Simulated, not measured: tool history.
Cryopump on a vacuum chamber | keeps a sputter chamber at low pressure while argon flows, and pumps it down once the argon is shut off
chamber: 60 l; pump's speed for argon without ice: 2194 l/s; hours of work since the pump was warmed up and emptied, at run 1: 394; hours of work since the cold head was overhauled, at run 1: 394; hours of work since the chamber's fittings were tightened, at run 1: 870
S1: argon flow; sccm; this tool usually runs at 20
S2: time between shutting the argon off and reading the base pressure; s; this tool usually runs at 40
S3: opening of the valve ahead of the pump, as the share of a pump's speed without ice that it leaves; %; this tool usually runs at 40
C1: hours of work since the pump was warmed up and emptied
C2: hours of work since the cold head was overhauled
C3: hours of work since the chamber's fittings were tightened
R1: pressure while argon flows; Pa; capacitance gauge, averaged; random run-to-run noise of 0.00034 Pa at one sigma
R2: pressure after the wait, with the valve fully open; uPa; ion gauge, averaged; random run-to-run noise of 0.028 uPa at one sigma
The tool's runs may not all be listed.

{"run": 1, "hour": 0.0, "S1": 20, "S2": 40, "S3": 40, "C1": 394, "C2": 394, "C3": 870, "R1": 0.04, "R2": 2.21}
{"run": 2, "hour": 34.4, "S1": 20, "S2": 40, "S3": 40, "C1": 416, "C2": 416, "C3": 893, "R1": 0.0402, "R2": 2.22}
{"run": 3, "hour": 90.2, "S1": 20, "S2": 40, "S3": 40, "C1": 452, "C2": 452, "C3": 929, "R1": 0.0406, "R2": 2.3}
{"run": 4, "hour": 119.9, "S1": 20, "S2": 40, "S3": 40, "C1": 471, "C2": 471, "C3": 948, "R1": 0.041, "R2": 2.25}
{"run": 5, "hour": 145.4, "S1": 20, "S2": 36, "S3": 40, "C1": 488, "C2": 488, "C3": 965, "R1": 0.0411, "R2": 2.52}
{"run": 6, "hour": 176.6, "S1": 20, "S2": 36, "S3": 40, "C1": 508, "C2": 508, "C3": 985, "R1": 0.0407, "R2": 2.52}
{"run": 7, "hour": 204.3, "S1": 17, "S2": 263, "S3": 40, "C1": 526, "C2": 526, "C3": 1003, "R1": 0.0348, "R2": 1.42}
{"run": 8, "hour": 230.7, "S1": 17, "S2": 263, "S3": 40, "C1": 543, "C2": 543, "C3": 1020, "R1": 0.0344, "R2": 1.42}
{"run": 9, "hour": 255.8, "S1": 9, "S2": 40, "S3": 38, "C1": 560, "C2": 560, "C3": 1036, "R1": 0.0186, "R2": 2.37}
{"hour": 271.8, "done": "leaking fittings of the chamber tightened, without venting"}
{"run": 10, "hour": 312.5, "S1": 9, "S2": 40, "S3": 38, "C1": 595, "C2": 595, "C3": 26, "R1": 0.0192, "R2": 1.29}
{"run": 11, "hour": 368.8, "S1": 9, "S2": 40, "S3": 38, "C1": 632, "C2": 632, "C3": 63, "R1": 0.0198, "R2": 1.38}
{"run": 12, "hour": 394.9, "S1": 9, "S2": 40, "S3": 38, "C1": 649, "C2": 649, "C3": 80, "R1": 0.0195, "R2": 1.36}

4 options for the next run, each taken on its own from the tool as it stands now. Forecast them:
{"run": "A", "hour": 432.9, "S1": 15, "S2": 197, "S3": 40, "C1": 673, "C2": 673, "C3": 105, "R1": "?", "R2": "?"}
{"run": "B", "hour": 432.9, "S1": 38, "S2": 40, "S3": 38, "C1": 673, "C2": 673, "C3": 105, "R1": "?", "R2": "?"}
{"run": "C", "hour": 432.9, "S1": 9, "S2": 242, "S3": 38, "C1": 673, "C2": 673, "C3": 105, "R1": "?", "R2": "?"}
{"run": "D", "hour": 432.9, "S1": 20, "S2": 23, "S3": 48, "C1": 673, "C2": 673, "C3": 105, "R1": "?", "R2": "?"}

run=A R1=0.0317 R2=0.54
run=B R1=0.0832 R2=1.45
run=C R1=0.0196 R2=0.50
run=D R1=0.0355 R2=2.24
Had the tool no hidden state, the same runs would have come out as:
run=A R1=0.0293 R2=0.38
run=B R1=0.0772 R2=1.29
run=C R1=0.0182 R2=0.34
run=D R1=0.0323 R2=2.09
